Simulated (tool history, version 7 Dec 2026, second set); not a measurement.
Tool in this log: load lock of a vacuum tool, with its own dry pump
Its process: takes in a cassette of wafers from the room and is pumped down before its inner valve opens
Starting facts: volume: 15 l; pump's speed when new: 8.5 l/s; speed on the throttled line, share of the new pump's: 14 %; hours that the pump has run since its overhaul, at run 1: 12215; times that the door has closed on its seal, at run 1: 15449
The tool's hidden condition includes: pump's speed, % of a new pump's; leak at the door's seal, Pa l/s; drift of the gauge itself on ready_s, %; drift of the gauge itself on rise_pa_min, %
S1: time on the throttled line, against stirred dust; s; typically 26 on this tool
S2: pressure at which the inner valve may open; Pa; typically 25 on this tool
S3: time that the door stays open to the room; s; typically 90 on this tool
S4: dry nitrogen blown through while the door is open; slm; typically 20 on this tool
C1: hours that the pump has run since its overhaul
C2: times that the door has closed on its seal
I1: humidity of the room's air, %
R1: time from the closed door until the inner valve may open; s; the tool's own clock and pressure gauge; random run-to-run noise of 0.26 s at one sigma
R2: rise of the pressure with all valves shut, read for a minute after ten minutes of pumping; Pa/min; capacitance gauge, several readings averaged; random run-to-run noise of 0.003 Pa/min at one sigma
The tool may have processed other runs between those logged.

run,hour,S1,S2,S3,S4,C1,C2,I1,R1,R2
1,0,26,25,90,20,12215,15449,43.6,38.1,0.072
2,294,26,25,90,20,12509,15912,48.2,38.2,0.081
3,468.2,26,25,90,20,12683,16186,44.2,38.4,0.073
4,773.1,26,25,90,20,12988,16667,41.4,38.2,0.072
5,1074.9,26,25,90,20,13290,17142,45.6,38.4,0.082
6,1362.7,26,25,90,20,13578,17595,45,38.4,0.078
7,1664.6,26,25,90,20,13880,18071,42.8,38,0.076
8,1908.2,26,25,90,20,14123,18454,44.9,38.5,0.081
9,2171.1,26,25,90,20,14386,18869,47.6,38.6,0.084
10,2472.3,26,25,90,20,14687,19343,45.4,38.2,0.079
11,2619.7,26,25,90,20,14835,19575,49.1,38.3,0.085
12,2806.4,26,25,90,20,15021,19869,42.5,38.8,0.081
13,3107.9,26,25,90,20,15323,20344,48.4,38.3,0.088
14,3353.7,34,25,90,20,15569,20731,46.5,45.7,0.09
15,3540.6,34,25,90,20,15756,21026,45.7,45.6,0.089
16,3721.7,26,25,90,20,15937,21311,45.9,38.4,0.084
# hour 3947.6: dry pump taken out, an overhauled one fitted
17,3979.9,26,25,90,20,32,21708,46.1,37.2,0.087
18,4137.9,26,25,90,20,190,21957,46.5,37.2,0.091
19,4412.7,26,25,90,20,465,22390,45.7,36.9,0.091
20,4661.2,29,30,45,5,714,22781,47.8,39.7,0.096
21,4788.3,29,30,45,5,841,22981,46.8,39.6,0.099
22,4952.5,26,25,32,44,1005,23240,47.3,37.5,0.057
23,5262.6,49,25,65,44,1315,23728,45.6,57.5,0.073
24,5441,27,49,65,44,1493,24009,44.9,37.1,0.067
25,5608.4,36,47,82,7,1661,24273,44.8,45,0.111
26,5805.1,17,23,238,20,1858,24583,46.5,30,0.117
27,6042.2,17,23,238,11,2095,24956,47,30.1,0.141
28,6321.6,34,23,238,11,2374,25396,46.8,44.5,0.135
29,6450.5,34,23,238,11,2503,25599,43.8,44.6,0.134
30,6725.7,16,24,65,42,2778,26033,43.1,29,0.077
31,7025.9,26,25,90,24,3078,26506,47.4,37.6,0.095
32,7247.9,26,19,64,23,3300,26855,44.5,38.1,0.088
33,7389.9,32,37,35,4,3442,27079,45.1,42.1,0.1

Branching from run 33: 4 alternative next runs. What would each branch give?
A,7585.9,18,25,33,38,3638,27388,43,?,?
B,7585.9,18,37,59,14,3638,27388,44.2,?,?
C,7585.9,32,37,157,4,3638,27388,44.1,?,?
D,7585.9,22,31,39,4,3638,27388,46.3,?,?

run,R1,R2
A,30.4,0.072
B,30.1,0.095
C,42.5,0.141
D,33.4,0.111
With the hidden condition removed and each run's random variation left untouched, the same runs would have given:
run,R1,R2
A,29.7,0.023
B,29.4,0.044
C,41.9,0.091
D,32.8,0.061

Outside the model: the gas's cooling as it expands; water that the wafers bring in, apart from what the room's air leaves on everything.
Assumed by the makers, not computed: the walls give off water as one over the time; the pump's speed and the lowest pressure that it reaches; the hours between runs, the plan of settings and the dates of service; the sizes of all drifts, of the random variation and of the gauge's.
